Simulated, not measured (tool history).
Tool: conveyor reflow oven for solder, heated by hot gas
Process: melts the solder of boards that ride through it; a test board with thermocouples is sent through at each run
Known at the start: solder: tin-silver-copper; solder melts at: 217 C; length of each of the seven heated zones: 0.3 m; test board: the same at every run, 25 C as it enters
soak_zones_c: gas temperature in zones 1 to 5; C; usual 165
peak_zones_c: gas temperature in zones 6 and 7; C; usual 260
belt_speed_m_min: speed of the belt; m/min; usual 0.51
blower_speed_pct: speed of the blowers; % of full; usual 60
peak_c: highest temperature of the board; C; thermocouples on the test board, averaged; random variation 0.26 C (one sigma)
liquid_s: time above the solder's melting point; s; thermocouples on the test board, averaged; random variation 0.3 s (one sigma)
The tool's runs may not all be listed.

{"run": 1, "hour": 0.0, "soak_zones_c": 165, "peak_zones_c": 260, "belt_speed_m_min": 0.51, "blower_speed_pct": 60, "peak_c": 238.1, "liquid_s": 36.9}
{"run": 2, "hour": 17.6, "soak_zones_c": 165, "peak_zones_c": 260, "belt_speed_m_min": 0.51, "blower_speed_pct": 60, "peak_c": 238, "liquid_s": 36.8}
{"hour": 24.1, "done": "flux residue cleaned out of gas plates and filters"}
{"run": 3, "hour": 37.5, "soak_zones_c": 165, "peak_zones_c": 260, "belt_speed_m_min": 0.51, "blower_speed_pct": 60, "peak_c": 241.1, "liquid_s": 41.2}
{"run": 4, "hour": 56.8, "soak_zones_c": 165, "peak_zones_c": 267, "belt_speed_m_min": 0.51, "blower_speed_pct": 60, "peak_c": 247, "liquid_s": 46.2}
{"run": 5, "hour": 71.8, "soak_zones_c": 165, "peak_zones_c": 249, "belt_speed_m_min": 0.51, "blower_speed_pct": 60, "peak_c": 231.5, "liquid_s": 29.8}
{"run": 6, "hour": 88.0, "soak_zones_c": 165, "peak_zones_c": 249, "belt_speed_m_min": 0.51, "blower_speed_pct": 60, "peak_c": 231.2, "liquid_s": 30.1}
{"run": 7, "hour": 105.7, "soak_zones_c": 175, "peak_zones_c": 260, "belt_speed_m_min": 0.51, "blower_speed_pct": 60, "peak_c": 242.3, "liquid_s": 45.2}
{"run": 8, "hour": 118.9, "soak_zones_c": 175, "peak_zones_c": 260, "belt_speed_m_min": 0.51, "blower_speed_pct": 60, "peak_c": 242.6, "liquid_s": 45.4}
{"run": 9, "hour": 130.9, "soak_zones_c": 165, "peak_zones_c": 260, "belt_speed_m_min": 0.51, "blower_speed_pct": 80, "peak_c": 244.3, "liquid_s": 45.7}
{"run": 10, "hour": 143.0, "soak_zones_c": 165, "peak_zones_c": 260, "belt_speed_m_min": 0.51, "blower_speed_pct": 80, "peak_c": 244.6, "liquid_s": 46.1}
{"run": 11, "hour": 151.8, "soak_zones_c": 165, "peak_zones_c": 260, "belt_speed_m_min": 0.51, "blower_speed_pct": 80, "peak_c": 244.3, "liquid_s": 45.2}
{"run": 12, "hour": 171.5, "soak_zones_c": 164, "peak_zones_c": 260, "belt_speed_m_min": 0.51, "blower_speed_pct": 80, "peak_c": 244.4, "liquid_s": 45.5}
{"run": 13, "hour": 190.4, "soak_zones_c": 165, "peak_zones_c": 260, "belt_speed_m_min": 0.51, "blower_speed_pct": 60, "peak_c": 239.5, "liquid_s": 39.1}
{"run": 14, "hour": 207.6, "soak_zones_c": 165, "peak_zones_c": 260, "belt_speed_m_min": 0.51, "blower_speed_pct": 59, "peak_c": 239.1, "liquid_s": 39.4}
{"run": 15, "hour": 224.6, "soak_zones_c": 165, "peak_zones_c": 260, "belt_speed_m_min": 0.584, "blower_speed_pct": 60, "peak_c": 234.9, "liquid_s": 27.7}
{"run": 16, "hour": 237.0, "soak_zones_c": 165, "peak_zones_c": 251, "belt_speed_m_min": 0.51, "blower_speed_pct": 68, "peak_c": 233.2, "liquid_s": 33.8}
{"run": 17, "hour": 250.6, "soak_zones_c": 177, "peak_zones_c": 260, "belt_speed_m_min": 0.526, "blower_speed_pct": 60, "peak_c": 240.4, "liquid_s": 42.9}
{"run": 18, "hour": 266.7, "soak_zones_c": 177, "peak_zones_c": 260, "belt_speed_m_min": 0.526, "blower_speed_pct": 60, "peak_c": 240.9, "liquid_s": 42.7}
{"run": 19, "hour": 275.8, "soak_zones_c": 177, "peak_zones_c": 267, "belt_speed_m_min": 0.526, "blower_speed_pct": 51, "peak_c": 243.3, "liquid_s": 44.2}
{"run": 20, "hour": 287.6, "soak_zones_c": 160, "peak_zones_c": 257, "belt_speed_m_min": 0.607, "blower_speed_pct": 78, "peak_c": 234.3, "liquid_s": 26.2}
{"run": 21, "hour": 304.6, "soak_zones_c": 160, "peak_zones_c": 257, "belt_speed_m_min": 0.607, "blower_speed_pct": 78, "peak_c": 233.6, "liquid_s": 26.1}
{"run": 22, "hour": 313.9, "soak_zones_c": 165, "peak_zones_c": 268, "belt_speed_m_min": 0.446, "blower_speed_pct": 60, "peak_c": 249.9, "liquid_s": 57.2}
{"run": 23, "hour": 331.7, "soak_zones_c": 165, "peak_zones_c": 268, "belt_speed_m_min": 0.446, "blower_speed_pct": 60, "peak_c": 249.9, "liquid_s": 56.7}
{"run": 24, "hour": 350.5, "soak_zones_c": 155, "peak_zones_c": 268, "belt_speed_m_min": 0.535, "blower_speed_pct": 60, "peak_c": 241, "liquid_s": 35.6}
{"run": 25, "hour": 370.2, "soak_zones_c": 155, "peak_zones_c": 262, "belt_speed_m_min": 0.411, "blower_speed_pct": 69, "peak_c": 247.4, "liquid_s": 56.8}
{"run": 26, "hour": 379.2, "soak_zones_c": 165, "peak_zones_c": 261, "belt_speed_m_min": 0.51, "blower_speed_pct": 60, "peak_c": 239, "liquid_s": 38.7}
{"run": 27, "hour": 398.2, "soak_zones_c": 165, "peak_zones_c": 261, "belt_speed_m_min": 0.51, "blower_speed_pct": 60, "peak_c": 238.6, "liquid_s": 38.3}
{"run": 28, "hour": 409.1, "soak_zones_c": 165, "peak_zones_c": 261, "belt_speed_m_min": 0.51, "blower_speed_pct": 60, "peak_c": 238.6, "liquid_s": 38.3}
{"run": 29, "hour": 422.3, "soak_zones_c": 162, "peak_zones_c": 270, "belt_speed_m_min": 0.51, "blower_speed_pct": 57, "peak_c": 244.8, "liquid_s": 42.5}
{"run": 30, "hour": 437.4, "soak_zones_c": 162, "peak_zones_c": 250, "belt_speed_m_min": 0.51, "blower_speed_pct": 54, "peak_c": 226.6, "liquid_s": 21.8}

5 ways to go on from here, each from the tool as it stands after run 30. What would each give?
{"run": "A", "hour": 445.9, "soak_zones_c": 177, "peak_zones_c": 260, "belt_speed_m_min": 0.567, "blower_speed_pct": 84, "peak_c": "?", "liquid_s": "?"}
{"run": "B", "hour": 445.9, "soak_zones_c": 165, "peak_zones_c": 269, "belt_speed_m_min": 0.582, "blower_speed_pct": 60, "peak_c": "?", "liquid_s": "?"}
{"run": "C", "hour": 445.9, "soak_zones_c": 176, "peak_zones_c": 260, "belt_speed_m_min": 0.459, "blower_speed_pct": 72, "peak_c": "?", "liquid_s": "?"}
{"run": "D", "hour": 445.9, "soak_zones_c": 162, "peak_zones_c": 250, "belt_speed_m_min": 0.51, "blower_speed_pct": 72, "peak_c": "?", "liquid_s": "?"}
{"run": "E", "hour": 445.9, "soak_zones_c": 162, "peak_zones_c": 265, "belt_speed_m_min": 0.417, "blower_speed_pct": 60, "peak_c": "?", "liquid_s": "?"}

run=A peak_c=241.3 liquid_s=42.1
run=B peak_c=239.7 liquid_s=33.1
run=C peak_c=245.1 liquid_s=56.1
run=D peak_c=231.3 liquid_s=30.5
run=E peak_c=248.2 liquid_s=58.5
Without the tool's hidden state the same runs would have given:
run=A peak_c=245.9 liquid_s=45.6
run=B peak_c=244.3 liquid_s=37
run=C peak_c=249.1 liquid_s=59.1
run=D peak_c=235.6 liquid_s=36.2
run=E peak_c=252.2 liquid_s=61.5
